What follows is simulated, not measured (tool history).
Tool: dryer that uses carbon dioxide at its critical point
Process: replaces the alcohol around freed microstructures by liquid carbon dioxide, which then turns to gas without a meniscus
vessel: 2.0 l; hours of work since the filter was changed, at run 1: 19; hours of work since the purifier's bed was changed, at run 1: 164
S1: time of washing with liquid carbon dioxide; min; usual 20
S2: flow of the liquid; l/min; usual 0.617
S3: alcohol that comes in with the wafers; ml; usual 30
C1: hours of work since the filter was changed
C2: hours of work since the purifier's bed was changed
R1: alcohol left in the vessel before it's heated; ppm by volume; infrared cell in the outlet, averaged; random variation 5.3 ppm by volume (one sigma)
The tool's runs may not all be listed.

run,day,S1,S2,S3,C1,C2,R1
1,0,20,0.617,30,19,164,145
2,0.492,20,0.617,30,24,169,139
3,0.733,20,0.617,87,27,172,375
4,1.225,20,0.617,107,32,177,462
5,1.662,20,0.617,107,37,182,467
6,2.196,25,0.617,30,43,187,61
7,2.629,13,0.617,30,47,192,701
8,3.075,19,0.635,89,52,197,466
9,3.538,21,0.529,46,57,202,379
10,3.833,15,0.561,30,60,205,629
11,4.25,15,0.523,20,65,209,544
12,4.812,19,0.597,40,71,215,305

3 ways to go on from here, each from the tool as it stands after run 12. What would each give?
A,5.3,13,0.597,61,76,221,?
B,5.3,19,0.47,28,76,221,?
C,5.3,15,0.597,40,76,221,?

run,R1
A,1644
B,539
C,729
Without the tool's hidden state the same runs would have given:
run,R1
A,1427
B,448
C,609
